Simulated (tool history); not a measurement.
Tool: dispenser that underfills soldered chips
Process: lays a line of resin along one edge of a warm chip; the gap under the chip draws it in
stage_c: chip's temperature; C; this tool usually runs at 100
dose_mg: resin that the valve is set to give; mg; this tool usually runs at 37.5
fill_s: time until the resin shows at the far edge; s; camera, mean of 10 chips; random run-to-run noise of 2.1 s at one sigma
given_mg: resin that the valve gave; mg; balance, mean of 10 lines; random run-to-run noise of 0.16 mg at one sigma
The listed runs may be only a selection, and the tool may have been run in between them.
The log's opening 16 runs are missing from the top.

At hour 175.5: new syringe of resin.
At hour 184.9: new syringe of resin.
Run 17, hour 190.9: usual settings but dose_mg 33.2 mg. Result: fill_s 248.9 s, given_mg 32.88 mg.
At hour 194.8: new syringe of resin.
At hour 204: new syringe of resin.
Run 18, hour 205.8: usual settings but stage_c 96 C, dose_mg 40.6 mg. Result: fill_s 258.2 s, given_mg 39.73 mg.
At hour 213.6: new syringe of resin.
Run 19, hour 219.3: usual settings but stage_c 96 C, dose_mg 40.6 mg. Result: fill_s 285.4 s, given_mg 39.48 mg.
At hour 223.5: new syringe of resin.
Run 20, hour 229.8: usual settings but stage_c 96 C, dose_mg 40.6 mg. Result: fill_s 283.7 s, given_mg 39.3 mg.
At hour 233.5: new syringe of resin.
At hour 243.4: new syringe of resin.
Run 21, hour 245.4: usual settings but stage_c 111 C, dose_mg 35.1 mg. Result: fill_s 147.9 s, given_mg 33.62 mg.
At hour 253.4: new syringe of resin.
Run 22, hour 253.4: usual settings but stage_c 110 C, dose_mg 35.1 mg. Result: fill_s 144.7 s, given_mg 33.52 mg.
Run 23, hour 261: usual settings but stage_c 91 C, dose_mg 35.8 mg. Result: fill_s 374.6 s, given_mg 33.83 mg.
At hour 263.9: new syringe of resin.
At hour 273: new syringe of resin.
Run 24, hour 273: usual settings but stage_c 91 C, dose_mg 35.8 mg. Result: fill_s 303.9 s, given_mg 33.78 mg.
At hour 282.3: new syringe of resin.
Run 25, hour 288.3: usual settings but stage_c 92 C, dose_mg 41 mg. Result: fill_s 330.8 s, given_mg 38.29 mg.
At hour 292.5: new syringe of resin.
At hour 302.7: new syringe of resin.
Run 26, hour 302.7: usual settings but stage_c 88 C. Result: fill_s 349.1 s, given_mg 34.58 mg.
At hour 312.9: new syringe of resin.
Run 27, hour 316.5: usual settings but stage_c 110 C, dose_mg 47.2 mg. Result: fill_s 154.8 s, given_mg 43.46 mg.
At hour 322.6: new syringe of resin.
Run 28, hour 326.2: usual settings but stage_c 110 C, dose_mg 47.2 mg. Result: fill_s 155.9 s, given_mg 43 mg.
At hour 332.7: new syringe of resin.
At hour 342.5: new syringe of resin.
Run 29, hour 342.5: usual settings but stage_c 113 C, dose_mg 32.1 mg. Result: fill_s 144.6 s, given_mg 28.95 mg.
At hour 352: new syringe of resin.
Run 30, hour 353.6: usual settings but stage_c 113 C, dose_mg 32.1 mg. Result: fill_s 147.1 s, given_mg 28.89 mg.
Run 31, hour 360.3: usual settings but stage_c 107 C, dose_mg 35.5 mg. Result: fill_s 207.9 s, given_mg 31.83 mg.
At hour 361.7: new syringe of resin.
At hour 368: dispensing valve cleaned and set on the balance.
Run 32, hour 368.7: usual settings but stage_c 98 C, dose_mg 34.8 mg. Result: fill_s 272.9 s, given_mg 34.72 mg.
At hour 372.7: new syringe of resin.
At hour 382.3: new syringe of resin.
Run 33, hour 383.8: usual settings but stage_c 91 C. Result: fill_s 314.4 s, given_mg 37.41 mg.
At hour 391.6: new syringe of resin.
Run 34, hour 395.1: usual settings but stage_c 91 C, dose_mg 40.7 mg. Result: fill_s 333.9 s, given_mg 39.8 mg.

Below are 4 alternative next runs, each starting from the tool's condition after run 34. Predict each:
At hour 401.2: new syringe of resin.
Run A, hour 403.1: usual settings but stage_c 96 C, dose_mg 32.3 mg. Result: fill_s ?, given_mg ?.
At hour 401.2: new syringe of resin.
Run B, hour 403.1: usual settings but dose_mg 48.7 mg. Result: fill_s ?, given_mg ?.
At hour 401.2: new syringe of resin.
Run C, hour 403.1: usual settings but stage_c 103 C, dose_mg 35.1 mg. Result: fill_s ?, given_mg ?.
At hour 401.2: new syringe of resin.
Run D, hour 403.1: usual settings but stage_c 99 C, dose_mg 35.5 mg. Result: fill_s ?, given_mg ?.

run  fill_s  given_mg
  A   283.3     31.48
  B   218.7     47.68
  C   205.5     34.44
  D   244.3      34.7
With the hidden condition removed and each run's random variation left untouched, the same runs would have given:
run  fill_s  given_mg
  A   260.4     32.15
  B   202.7      48.7
  C   189.6     35.17
  D   225.4     35.44
